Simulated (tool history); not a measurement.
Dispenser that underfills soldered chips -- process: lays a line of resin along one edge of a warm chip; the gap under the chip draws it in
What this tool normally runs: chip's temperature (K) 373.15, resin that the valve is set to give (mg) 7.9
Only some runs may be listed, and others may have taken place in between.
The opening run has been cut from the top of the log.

| run | hour | chip's temperature (K) | resin that the valve is set to give (mg) | hours of work since the syringe was changed | hours of work since the valve was cleaned | hours of work since the stage was calibrated | time until the resin shows at the far edge (s) | resin that the valve gave (mg) |
|---|---|---|---|---|---|---|---|---|
|  | 1.7 | dispensing valve cleaned and set on the balance |
|  | 6.5 | new syringe of resin |
| 2 | 6.5 | 373.15 | 8.29 | 0 | 3 | 114 | 68.6 | 8.291 |
| 3 | 9.6 | 373.15 | 8.29 | 2 | 6 | 116 | 79.9 | 8.282 |
| 4 | 13.5 | 373.15 | 8.29 | 5 | 9 | 119 | 95.1 | 8.269 |
|  | 17.3 | new syringe of resin |
| 5 | 17.3 | 373.15 | 8.29 | 0 | 11 | 121 | 68.8 | 8.26 |
| 6 | 20.2 | 373.15 | 7.9 | 2 | 13 | 124 | 80.5 | 7.87 |
| 7 | 22.9 | 373.15 | 7.9 | 4 | 15 | 126 | 90.6 | 7.875 |
| 8 | 27.6 | 373.15 | 7.9 | 8 | 19 | 129 | 114.8 | 7.846 |
|  | 28.3 | new syringe of resin |
| 9 | 31.7 | 373.15 | 7.9 | 3 | 22 | 132 | 82.8 | 7.843 |
| 10 | 37.2 | 373.15 | 9.18 | 7 | 26 | 136 | 104.5 | 9.077 |
|  | 39.2 | new syringe of resin |
| 11 | 40.7 | 373.15 | 9.18 | 1 | 28 | 139 | 72.9 | 9.106 |
| 12 | 46 | 379.15 | 7.9 | 5 | 32 | 142 | 75.3 | 7.813 |
|  | 50.1 | new syringe of resin |
| 13 | 50.9 | 373.15 | 10.16 | 1 | 36 | 146 | 71.2 | 10.029 |
| 14 | 55.3 | 373.15 | 10.16 | 4 | 39 | 149 | 89.4 | 10.003 |
| 15 | 59.4 | 373.15 | 7.9 | 7 | 42 | 152 | 108.6 | 7.792 |
|  | 61 | new syringe of resin |
| 16 | 62.2 | 373.15 | 7.49 | 1 | 44 | 154 | 74.4 | 7.369 |
| 17 | 67.8 | 359.15 | 7.9 | 5 | 48 | 158 | 186.9 | 7.753 |
|  | 70.4 | dispensing valve cleaned and set on the balance |
|  | 73 | new syringe of resin |
| 18 | 74.8 | 379.15 | 7.9 | 1 | 3 | 163 | 58.5 | 7.877 |
| 19 | 78.2 | 379.15 | 7.9 | 4 | 6 | 165 | 69.1 | 7.854 |
| 20 | 81.8 | 376.15 | 9.31 | 7 | 8 | 168 | 90.6 | 9.23 |
|  | 84 | new syringe of resin |
| 21 | 87.7 | 379.15 | 9.2 | 3 | 12 | 172 | 63.5 | 9.112 |
| 22 | 91.9 | 379.15 | 9.2 | 6 | 16 | 175 | 77.4 | 9.121 |
|  | 94.9 | new syringe of resin |
| 23 | 95.5 | 379.15 | 8.78 | 0 | 18 | 178 | 54 | 8.69 |
| 24 | 98.1 | 377.15 | 8.78 | 2 | 20 | 180 | 67.7 | 8.682 |

Estimate the outcome of run 25 from the log above:
| 25 | 101.5 | 376.15 | 7.9 | 5 | 23 | 182 | ? | ? |

Run 25 measured time until the resin shows at the far edge (s) 85.1, resin that the valve gave (mg) 7.801.
Were there no unlogged condition in the tool, this run, its random variation unchanged, would have produced time until the resin shows at the far edge (s) 59.7, resin that the valve gave (mg) 7.904.
